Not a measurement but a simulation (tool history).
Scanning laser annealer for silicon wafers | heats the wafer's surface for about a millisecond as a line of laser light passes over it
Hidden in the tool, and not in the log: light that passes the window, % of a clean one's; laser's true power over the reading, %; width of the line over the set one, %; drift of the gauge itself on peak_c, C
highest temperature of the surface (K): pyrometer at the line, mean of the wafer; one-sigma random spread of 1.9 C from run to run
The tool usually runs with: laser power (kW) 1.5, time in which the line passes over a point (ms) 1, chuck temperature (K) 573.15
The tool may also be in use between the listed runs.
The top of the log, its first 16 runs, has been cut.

run	hour	laser power (kW)	time in which the line passes over a point (ms)	chuck temperature (K)	hours of work since the window was cleaned	hours of work since the power meter was calibrated	hours of work since the optics were aligned	highest temperature of the surface (K)
17	866.3	1.5	1	573.15	145	898	1089	1365.15
# hour 918.6: optics aligned, line set to its width
18	935.9	1.5	1	573.15	192	944	12	1376.15
19	971.1	1.5	1	573.15	217	970	38	1375.15
20	1039	1.5	1	573.15	266	1019	87	1363.15
21	1084.5	1.5	1	573.15	299	1052	120	1361.15
22	1151.2	1.313	0.73	546.15	347	1100	168	1140.15
23	1218.8	1.369	1.16	600.15	396	1149	217	1362.15
# hour 1225.9: laser's power meter calibrated
24	1274.8	1.369	1.16	600.15	434	35	255	1349.15
25	1312.1	1.552	1.16	602.15	461	62	282	1450.15
# hour 1335.1: window over the wafer cleaned
26	1370.8	1.552	1.16	602.15	26	103	323	1487.15
27	1430.5	1.552	1.16	602.15	69	146	366	1484.15
28	1479.2	1.377	0.84	596.15	104	181	401	1267.15
29	1513.1	1.512	0.92	545.15	129	206	426	1316.15
30	1555.1	1.406	1	597.15	159	236	456	1337.15
# hour 1568.8: laser's power meter calibrated, once more
31	1622.4	1.406	1	597.15	205	39	502	1343.15
32	1674	1.621	1.04	610.15	242	76	540	1484.15
33	1745.7	1.621	1.04	610.15	294	128	591	1480.15
34	1803.3	1.621	1.04	610.15	336	169	633	1473.15
35	1869.9	1.523	1	606.15	384	217	681	1397.15
36	1927.5	1.5	1.15	573.15	425	259	723	1397.15
37	1986.7	1.5	1	561.15	468	302	765	1330.15
# hour 2002.3: window over the wafer cleaned
38	2019.1	1.5	1	561.15	12	324	787	1370.15
39	2083.7	1.485	1	578.15	59	370	834	1376.15
40	2123.4	1.485	1	578.15	87	399	863	1367.15

Below are 4 alternative next runs, each starting from the tool's condition after run 40. Predict each:
A	2162.8	1.574	1	578.15	116	427	891	?
B	2162.8	1.5	0.89	573.15	116	427	891	?
C	2162.8	1.571	1.15	591.15	116	427	891	?
D	2162.8	1.561	0.74	535.15	116	427	891	?

run	highest temperature of the surface (K)
A	1416.15
B	1327.15
C	1483.15
D	1264.15
With no hidden state in the tool, these same runs would have given:
run	highest temperature of the surface (K)
A	1445.15
B	1353.15
C	1514.15
D	1290.15
